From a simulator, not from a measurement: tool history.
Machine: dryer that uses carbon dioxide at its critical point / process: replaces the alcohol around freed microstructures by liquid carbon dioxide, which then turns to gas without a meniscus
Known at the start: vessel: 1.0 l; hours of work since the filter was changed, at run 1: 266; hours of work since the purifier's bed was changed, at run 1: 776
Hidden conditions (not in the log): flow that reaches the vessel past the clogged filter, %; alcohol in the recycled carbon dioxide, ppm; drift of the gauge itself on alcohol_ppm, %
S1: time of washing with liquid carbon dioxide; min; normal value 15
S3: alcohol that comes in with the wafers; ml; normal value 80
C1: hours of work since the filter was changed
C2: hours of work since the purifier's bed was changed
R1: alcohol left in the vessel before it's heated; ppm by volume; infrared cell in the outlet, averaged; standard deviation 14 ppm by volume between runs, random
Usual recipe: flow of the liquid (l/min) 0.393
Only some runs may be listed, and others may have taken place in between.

Run 1, day 0.000: usual settings; C1 266; C2 776. Result: R1 1316 ppm by volume.
Run 2, day 1.838: usual settings; C1 286; C2 796. Result: R1 1372 ppm by volume.
Run 3, day 4.175: usual settings; C1 312; C2 822. Result: R1 1397 ppm by volume.
Run 4, day 5.288: usual settings but S3 97 ml; C1 324; C2 834. Result: R1 1686 ppm by volume.
Run 5, day 7.975: usual settings but S3 97 ml; C1 353; C2 863. Result: R1 1740 ppm by volume.
Run 6, day 9.325: usual settings but S3 97 ml; C1 368; C2 878. Result: R1 1821 ppm by volume.
Run 7, day 11.388: usual settings; C1 390; C2 900. Result: R1 1565 ppm by volume.
Run 8, day 13.321: usual settings but S3 87 ml; C1 411; C2 921. Result: R1 1752 ppm by volume.
Run 9, day 15.538: usual settings but S3 52 ml; C1 435; C2 945. Result: R1 1140 ppm by volume.
Run 10, day 17.317: usual settings but S3 52 ml; C1 455; C2 965. Result: R1 1139 ppm by volume.
Run 11, day 18.471: usual settings; C1 467; C2 977. Result: R1 1715 ppm by volume.
Run 12, day 20.783: usual settings; C1 493; C2 1002. Result: R1 1773 ppm by volume.
Run 13, day 22.104: usual settings; C1 507; C2 1017. Result: R1 1860 ppm by volume.
Run 14, day 24.758: usual settings; C1 536; C2 1046. Result: R1 1924 ppm by volume.
Run 15, day 26.596: usual settings but flow of the liquid (l/min) 0.271, S3 74 ml; C1 556; C2 1066. Result: R1 5304 ppm by volume.
At day 28.362: inlet filter changed.
Run 16, day 28.529: usual settings but S1 14 min, S3 58 ml; C1 2; C2 1086. Result: R1 1013 ppm by volume.
Run 17, day 30.354: usual settings but S1 14 min, S3 58 ml; C1 22; C2 1106. Result: R1 1037 ppm by volume.
Run 18, day 31.667: usual settings but S1 23 min, S3 77 ml; C1 36; C2 1121. Result: R1 268 ppm by volume.
Run 19, day 34.038: usual settings but flow of the liquid (l/min) 0.663; C1 62; C2 1146. Result: R1 251 ppm by volume.
Run 20, day 35.600: usual settings but flow of the liquid (l/min) 0.338, S3 43 ml; C1 79; C2 1163. Result: R1 1127 ppm by volume.
Run 21, day 36.888: usual settings but S1 10 min, flow of the liquid (l/min) 0.338, S3 117 ml; C1 93; C2 1177. Result: R1 9511 ppm by volume.
Run 22, day 39.467: usual settings but S1 17 min, flow of the liquid (l/min) 0.638, S3 28 ml; C1 121; C2 1205. Result: R1 212 ppm by volume.
Run 23, day 41.188: usual settings but S1 11 min, flow of the liquid (l/min) 0.438, S3 112 ml; C1 140; C2 1224. Result: R1 3402 ppm by volume.
Run 24, day 42.658: usual settings but S1 14 min, flow of the liquid (l/min) 0.266, S3 52 ml; C1 156; C2 1240. Result: R1 3363 ppm by volume.
At day 43.629: purifier's bed changed.
Run 25, day 43.954: usual settings but S1 19 min, flow of the liquid (l/min) 0.478, S3 112 ml; C1 168; C2 4. Result: R1 154 ppm by volume.
Run 26, day 46.658: usual settings but flow of the liquid (l/min) 0.606, S3 98 ml; C1 198; C2 33. Result: R1 165 ppm by volume.
Run 27, day 48.992: usual settings but flow of the liquid (l/min) 0.606, S3 98 ml; C1 223; C2 58. Result: R1 177 ppm by volume.

Predict each of these 3 candidate next runs independently; none follows another, all start after run 27:
Run A, day 50.546: usual settings but S1 17 min, flow of the liquid (l/min) 0.531, S3 117 ml; C1 240; C2 75. Result: R1 ?.
Run B, day 50.546: usual settings but flow of the liquid (l/min) 0.606, S3 25 ml; C1 240; C2 75. Result: R1 ?.
Run C, day 50.546: usual settings but S1 14 min, flow of the liquid (l/min) 0.606, S3 74 ml; C1 240; C2 75. Result: R1 ?.

run   R1
  A  221
  B   58
  C  209
Take away the tool's hidden state, keep each run's random variation, and the runs would have read:
run   R1
  A  129
  B   28
  C  123

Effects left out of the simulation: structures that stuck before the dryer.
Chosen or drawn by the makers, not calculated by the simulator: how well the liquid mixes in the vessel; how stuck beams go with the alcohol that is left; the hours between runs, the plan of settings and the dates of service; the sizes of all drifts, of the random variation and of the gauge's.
